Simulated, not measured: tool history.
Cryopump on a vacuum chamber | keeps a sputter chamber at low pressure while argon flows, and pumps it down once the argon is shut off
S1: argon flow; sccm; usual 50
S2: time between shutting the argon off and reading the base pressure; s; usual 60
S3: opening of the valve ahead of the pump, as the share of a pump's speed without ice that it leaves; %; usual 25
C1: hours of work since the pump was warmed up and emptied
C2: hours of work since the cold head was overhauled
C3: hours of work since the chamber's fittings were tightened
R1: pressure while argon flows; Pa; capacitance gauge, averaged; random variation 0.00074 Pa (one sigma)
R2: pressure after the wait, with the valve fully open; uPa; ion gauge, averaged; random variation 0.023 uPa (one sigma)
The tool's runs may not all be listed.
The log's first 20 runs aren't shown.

Run 21, hour 393.7: usual settings but S1 23 sccm, S2 71 s, S3 37 %; C1 764; C2 764; C3 352. Result: R1 0.0471 Pa, R2 0.93 uPa.
Run 22, hour 416.5: usual settings but S2 41 s, S3 24 %; C1 778; C2 778; C3 365. Result: R1 0.1524 Pa, R2 1.33 uPa.
Run 23, hour 438.6: usual settings but S1 22 sccm, S2 42 s, S3 26 %; C1 791; C2 791; C3 378. Result: R1 0.0624 Pa, R2 1.32 uPa.
Run 24, hour 452.1: usual settings but S1 38 sccm; C1 799; C2 799; C3 386. Result: R1 0.1111 Pa, R2 0.99 uPa.
Run 25, hour 468.8: usual settings but S1 38 sccm; C1 808; C2 808; C3 396. Result: R1 0.1105 Pa, R2 1.02 uPa.
At hour 490.4: pump warmed up, emptied and cooled again.
Run 26, hour 496.6: usual settings but S1 38 sccm; C1 4; C2 822; C3 409. Result: R1 0.1044 Pa, R2 0.95 uPa.
Run 27, hour 520.8: usual settings but S1 38 sccm; C1 18; C2 836; C3 423. Result: R1 0.1041 Pa, R2 0.97 uPa.
Run 28, hour 541.9: usual settings but S2 177 s, S3 28 %; C1 30; C2 848; C3 436. Result: R1 0.1215 Pa, R2 0.50 uPa.
Run 29, hour 557.3: usual settings but S2 177 s, S3 28 %; C1 39; C2 857; C3 445. Result: R1 0.1212 Pa, R2 0.59 uPa.
Run 30, hour 568.7: usual settings but S2 32 s, S3 28 %; C1 46; C2 864; C3 451. Result: R1 0.1226 Pa, R2 1.56 uPa.
Run 31, hour 583.8: usual settings but S1 42 sccm, S2 63 s, S3 48 %; C1 55; C2 873; C3 460. Result: R1 0.0602 Pa, R2 0.99 uPa.
Run 32, hour 595.0: usual settings but S1 35 sccm, S2 168 s, S3 20 %; C1 61; C2 879; C3 467. Result: R1 0.1218 Pa, R2 0.55 uPa.
Run 33, hour 609.2: usual settings but S1 95 sccm; C1 69; C2 887; C3 475. Result: R1 0.2609 Pa, R2 1.02 uPa.
Run 34, hour 621.5: usual settings but S1 65 sccm, S2 116 s; C1 77; C2 895; C3 482. Result: R1 0.1792 Pa, R2 0.68 uPa.

Consider 3 possible next runs. They are alternatives, not a sequence: every one starts from the tool as it was left by run 34. What does each give?
Run A, hour 636.3: usual settings but S1 28 sccm, S2 177 s, S3 17 %; C1 85; C2 903; C3 491. Result: R1 ?, R2 ?.
Run B, hour 636.3: usual settings but S1 92 sccm, S2 116 s; C1 85; C2 903; C3 491. Result: R1 ?, R2 ?.
Run C, hour 636.3: usual settings but S1 59 sccm, S2 116 s; C1 85; C2 903; C3 491. Result: R1 ?, R2 ?.

run      R1    R2
  A  0.1120  0.56
  B  0.2534  0.66
  C  0.1635  0.70
Stripped of hidden state, with their random variation kept, the same runs would have yielded:
run      R1    R2
  A  0.1114  0.37
  B  0.2511  0.47
  C  0.1621  0.51

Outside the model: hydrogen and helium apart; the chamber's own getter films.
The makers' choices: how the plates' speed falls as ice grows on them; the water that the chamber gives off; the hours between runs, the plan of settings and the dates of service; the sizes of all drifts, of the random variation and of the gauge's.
